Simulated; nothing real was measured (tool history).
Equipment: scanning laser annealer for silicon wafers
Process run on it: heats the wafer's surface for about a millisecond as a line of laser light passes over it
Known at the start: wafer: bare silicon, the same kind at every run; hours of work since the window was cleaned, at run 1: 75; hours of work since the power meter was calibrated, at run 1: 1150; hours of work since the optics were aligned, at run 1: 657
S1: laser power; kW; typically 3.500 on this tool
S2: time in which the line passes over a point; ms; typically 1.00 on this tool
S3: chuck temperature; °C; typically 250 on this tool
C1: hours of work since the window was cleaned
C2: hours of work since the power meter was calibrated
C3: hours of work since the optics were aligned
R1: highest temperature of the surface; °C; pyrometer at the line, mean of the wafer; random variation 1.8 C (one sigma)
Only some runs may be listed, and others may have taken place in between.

Run 1, hour 0.0: usual settings; C1 75; C2 1150; C3 657. Result: R1 1018 °C.
Run 2, hour 75.5: usual settings; C1 135; C2 1210; C3 716. Result: R1 1012 °C.
Run 3, hour 155.2: usual settings; C1 198; C2 1273; C3 779. Result: R1 1009 °C.
Run 4, hour 196.3: usual settings; C1 230; C2 1305; C3 812. Result: R1 1007 °C.
Run 5, hour 266.5: usual settings; C1 285; C2 1360; C3 867. Result: R1 999 °C.
Run 6, hour 342.5: usual settings but S3 236 °C; C1 345; C2 1420; C3 927. Result: R1 980 °C.
Run 7, hour 435.4: usual settings but S1 3.390 kW; C1 419; C2 1494; C3 1000. Result: R1 956 °C.
Run 8, hour 510.2: usual settings but S1 3.390 kW; C1 478; C2 1553; C3 1060. Result: R1 950 °C.
Run 9, hour 605.8: usual settings but S3 237 °C; C1 553; C2 1628; C3 1135. Result: R1 959 °C.
At hour 639.0: window over the wafer cleaned.
Run 10, hour 674.6: usual settings but S3 237 °C; C1 28; C2 1681; C3 1188. Result: R1 1001 °C.
At hour 711.1: optics aligned, line set to its width.
Run 11, hour 728.2: usual settings but S2 0.76 ms; C1 66; C2 1719; C3 14. Result: R1 892 °C.
Run 12, hour 809.7: usual settings but S1 3.308 kW, S2 0.96 ms; C1 131; C2 1784; C3 78. Result: R1 921 °C.
Run 13, hour 862.3: usual settings but S3 216 °C; C1 172; C2 1825; C3 119. Result: R1 952 °C.
At hour 906.6: optics aligned, line set to its width, once more.
Run 14, hour 917.3: usual settings but S1 3.835 kW, S2 1.06 ms, S3 216 °C; C1 212; C2 1865; C3 8. Result: R1 1109 °C.

For run 15, what comes out?
Run 15, hour 961.0: usual settings but S2 1.17 ms, S3 229 °C; C1 246; C2 1899; C3 43. Result: R1 ?.

Run 15 measured R1 1066 °C.
With no hidden state in the tool, this same run would have given R1 1085 °C.

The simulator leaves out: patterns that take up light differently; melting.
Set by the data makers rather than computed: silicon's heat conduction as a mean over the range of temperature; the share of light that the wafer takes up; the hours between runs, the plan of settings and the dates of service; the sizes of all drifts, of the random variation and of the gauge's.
